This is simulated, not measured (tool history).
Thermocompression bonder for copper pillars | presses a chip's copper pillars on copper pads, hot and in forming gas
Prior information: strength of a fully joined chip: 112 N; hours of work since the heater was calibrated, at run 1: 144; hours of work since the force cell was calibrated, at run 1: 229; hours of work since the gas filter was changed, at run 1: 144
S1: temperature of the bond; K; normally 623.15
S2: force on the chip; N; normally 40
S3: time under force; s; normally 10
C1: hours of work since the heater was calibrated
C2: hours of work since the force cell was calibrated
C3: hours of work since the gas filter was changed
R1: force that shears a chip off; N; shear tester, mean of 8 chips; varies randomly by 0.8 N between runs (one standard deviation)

| run | hour | S1 | S2 | S3 | C1 | C2 | C3 | R1 |
|---|---|---|---|---|---|---|---|---|
| 1 | 0.0 | 623.15 | 40 | 10 | 144 | 229 | 144 | 60.5 |
| 2 | 10.3 | 623.15 | 40 | 10 | 151 | 235 | 151 | 62.7 |
|  | 18.3 | forming gas filter changed |
| 3 | 20.2 | 623.15 | 40 | 10 | 157 | 241 | 1 | 62.2 |
| 4 | 34.0 | 623.15 | 40 | 29 | 165 | 249 | 10 | 84.7 |
| 5 | 46.9 | 623.15 | 40 | 14 | 173 | 257 | 18 | 68.4 |
| 6 | 58.0 | 623.15 | 40 | 14 | 180 | 264 | 24 | 68.9 |
| 7 | 73.3 | 623.15 | 40 | 14 | 189 | 274 | 34 | 68.3 |
| 8 | 83.6 | 623.15 | 40 | 14 | 196 | 280 | 40 | 69.9 |
| 9 | 98.8 | 623.15 | 40 | 14 | 205 | 289 | 49 | 67.6 |
| 10 | 110.1 | 623.15 | 40 | 14 | 212 | 296 | 56 | 69.1 |
| 11 | 121.5 | 623.15 | 30 | 10 | 219 | 303 | 63 | 53.3 |
| 12 | 138.5 | 618.15 | 40 | 6 | 229 | 314 | 74 | 49.1 |
| 13 | 151.2 | 618.15 | 40 | 6 | 237 | 322 | 82 | 48.6 |
| 14 | 163.4 | 602.15 | 40 | 14 | 245 | 329 | 89 | 56.1 |
| 15 | 177.7 | 638.15 | 40 | 13 | 253 | 338 | 98 | 77.0 |
| 16 | 190.2 | 638.15 | 40 | 13 | 261 | 345 | 106 | 77.3 |
| 17 | 198.8 | 638.15 | 40 | 13 | 266 | 351 | 111 | 75.4 |

Predict each of these 5 candidate next runs independently; none follows another, all start after run 17:
| A | 208.3 | 599.15 | 40 | 13 | 272 | 357 | 117 | ? |
| B | 208.3 | 638.15 | 40 | 18 | 272 | 357 | 117 | ? |
| C | 208.3 | 624.15 | 50 | 24 | 272 | 357 | 117 | ? |
| D | 208.3 | 638.15 | 36 | 6 | 272 | 357 | 117 | ? |
| E | 208.3 | 610.15 | 38 | 10 | 272 | 357 | 117 | ? |

| run | R1 |
|---|---|
| A | 52.3 |
| B | 83.8 |
| C | 87.1 |
| D | 58.0 |
| E | 53.5 |
What these runs would have given with no unlogged condition in the tool:
| run | R1 |
|---|---|
| A | 52.5 |
| B | 84.2 |
| C | 87.6 |
| D | 58.3 |
| E | 53.7 |
